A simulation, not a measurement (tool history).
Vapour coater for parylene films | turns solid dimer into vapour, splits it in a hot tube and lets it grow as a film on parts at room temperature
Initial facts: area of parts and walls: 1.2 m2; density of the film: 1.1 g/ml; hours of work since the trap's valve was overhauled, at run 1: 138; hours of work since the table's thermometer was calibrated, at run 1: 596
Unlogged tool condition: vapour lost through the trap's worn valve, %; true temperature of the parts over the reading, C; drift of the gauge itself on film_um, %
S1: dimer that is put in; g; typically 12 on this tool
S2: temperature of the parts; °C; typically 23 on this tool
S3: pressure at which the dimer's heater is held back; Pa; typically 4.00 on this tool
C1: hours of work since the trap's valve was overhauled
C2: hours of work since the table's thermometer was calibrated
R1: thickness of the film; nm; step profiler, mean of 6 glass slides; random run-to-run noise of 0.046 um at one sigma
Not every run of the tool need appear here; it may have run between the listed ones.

run 1 hour=0.0 | S1=12 S2=23 S3=4.00 | C1=138 C2=596 | R1=7000
run 2 hour=23.9 | S1=12 S2=26 S3=4.00 | C1=158 C2=617 | R1=6560
run 3 hour=45.2 | S1=12 S2=23 S3=2.37 | C1=177 C2=635 | R1=7710
run 4 hour=60.4 | S1=12 S2=23 S3=2.37 | C1=190 C2=648 | R1=7750
-- hour=80.2 trap's valve overhauled
run 5 hour=86.2 | S1=6 S2=23 S3=4.00 | C1=5 C2=667 | R1=3690
run 6 hour=100.6 | S1=7 S2=23 S3=4.00 | C1=17 C2=679 | R1=4320
run 7 hour=116.8 | S1=12 S2=24 S3=4.00 | C1=31 C2=693 | R1=7140
run 8 hour=140.1 | S1=12 S2=24 S3=4.00 | C1=51 C2=713 | R1=7110
run 9 hour=160.0 | S1=12 S2=23 S3=2.79 | C1=68 C2=730 | R1=7880
run 10 hour=174.6 | S1=12 S2=23 S3=8.40 | C1=81 C2=743 | R1=6170
run 11 hour=191.7 | S1=12 S2=23 S3=4.00 | C1=96 C2=758 | R1=7180
run 12 hour=213.3 | S1=12 S2=23 S3=4.00 | C1=114 C2=776 | R1=7100
run 13 hour=234.2 | S1=12 S2=23 S3=4.00 | C1=132 C2=794 | R1=7050
run 14 hour=246.7 | S1=12 S2=23 S3=4.00 | C1=143 C2=805 | R1=7080
run 15 hour=257.7 | S1=12 S2=23 S3=4.00 | C1=152 C2=814 | R1=7020
run 16 hour=274.4 | S1=12 S2=23 S3=4.00 | C1=167 C2=829 | R1=7040
run 17 hour=294.2 | S1=12 S2=23 S3=4.00 | C1=184 C2=845 | R1=7060
run 18 hour=310.5 | S1=12 S2=23 S3=4.00 | C1=198 C2=860 | R1=6890
-- hour=320.6 trap's valve overhauled
run 19 hour=327.4 | S1=12 S2=23 S3=4.00 | C1=6 C2=871 | R1=7370
run 20 hour=342.1 | S1=12 S2=23 S3=4.00 | C1=18 C2=883 | R1=7430
run 21 hour=355.5 | S1=12 S2=23 S3=4.00 | C1=30 C2=895 | R1=7240
run 22 hour=378.6 | S1=12 S2=20 S3=4.00 | C1=50 C2=914 | R1=7780
run 23 hour=399.6 | S1=12 S2=20 S3=4.00 | C1=68 C2=933 | R1=7790
run 24 hour=412.3 | S1=12 S2=23 S3=4.00 | C1=79 C2=943 | R1=7260
run 25 hour=432.8 | S1=12 S2=23 S3=4.00 | C1=96 C2=961 | R1=7220
run 26 hour=453.1 | S1=7 S2=23 S3=3.28 | C1=114 C2=979 | R1=4350
run 27 hour=467.4 | S1=7 S2=21 S3=9.35 | C1=126 C2=991 | R1=3630
run 28 hour=480.6 | S1=7 S2=21 S3=9.35 | C1=137 C2=1002 | R1=3670
run 29 hour=500.7 | S1=8 S2=32 S3=7.94 | C1=155 C2=1019 | R1=3360
run 30 hour=514.7 | S1=5 S2=26 S3=4.22 | C1=167 C2=1031 | R1=2690
run 31 hour=536.6 | S1=5 S2=26 S3=4.22 | C1=185 C2=1050 | R1=2650
-- hour=561.8 trap's valve overhauled
run 32 hour=562.0 | S1=10 S2=30 S3=4.00 | C1=0 C2=1069 | R1=5280
run 33 hour=574.8 | S1=10 S2=30 S3=4.00 | C1=11 C2=1080 | R1=5250
run 34 hour=592.3 | S1=16 S2=30 S3=4.00 | C1=26 C2=1095 | R1=8430
run 35 hour=605.2 | S1=9 S2=27 S3=2.97 | C1=37 C2=1106 | R1=5340
run 36 hour=622.5 | S1=9 S2=27 S3=2.97 | C1=52 C2=1120 | R1=5340
run 37 hour=642.0 | S1=13 S2=27 S3=6.32 | C1=69 C2=1137 | R1=6660
run 38 hour=652.4 | S1=13 S2=27 S3=6.32 | C1=78 C2=1146 | R1=6590
run 39 hour=676.2 | S1=9 S2=26 S3=2.32 | C1=98 C2=1167 | R1=5660
run 40 hour=697.0 | S1=15 S2=17 S3=2.34 | C1=116 C2=1184 | R1=10580
run 41 hour=710.7 | S1=10 S2=26 S3=9.12 | C1=128 C2=1196 | R1=4770
run 42 hour=723.9 | S1=10 S2=18 S3=9.12 | C1=139 C2=1208 | R1=5600
run 43 hour=743.0 | S1=13 S2=15 S3=2.30 | C1=156 C2=1224 | R1=9050
run 44 hour=755.5 | S1=13 S2=15 S3=2.30 | C1=166 C2=1235 | R1=9130
run 45 hour=772.9 | S1=12 S2=16 S3=2.34 | C1=181 C2=1250 | R1=8360
run 46 hour=793.3 | S1=12 S2=16 S3=2.34 | C1=199 C2=1267 | R1=8250
-- hour=802.2 trap's valve overhauled
run 47 hour=811.7 | S1=13 S2=23 S3=6.42 | C1=8 C2=1279 | R1=7310
run 48 hour=824.2 | S1=8 S2=23 S3=6.42 | C1=19 C2=1290 | R1=4520

Describe how what the log doesn't record of the tool's condition differs between the last listed run preceding each entry between runs and the first listed run following it.
Runs 4 to 5: trap's valve overhauled (hour 80.2)
  vapour lost through the trap's worn valve, %: 7.1 -> 0.7; true temperature of the parts over the reading, C: -0.55 -> -0.56
  difference, measured minus the result without the unlogged condition, R1: -490 -> +20 nm
Runs 18 to 19: trap's valve overhauled (hour 320.6)
  vapour lost through the trap's worn valve, %: 7.2 -> 0.9; true temperature of the parts over the reading, C: -0.69 -> -0.7
  difference, measured minus the result without the unlogged condition, R1: -420 -> +50 nm
Runs 31 to 32: trap's valve overhauled (hour 561.8)
  vapour lost through the trap's worn valve, %: 7 -> 0; true temperature of the parts over the reading, C: -0.81 -> -0.83
  difference, measured minus the result without the unlogged condition, R1: -150 -> +90 nm
Runs 46 to 47: trap's valve overhauled (hour 802.2)
  vapour lost through the trap's worn valve, %: 6.7 -> 0.5; true temperature of the parts over the reading, C: -0.96 -> -0.97
  difference, measured minus the result without the unlogged condition, R1: -580 -> +130 nm
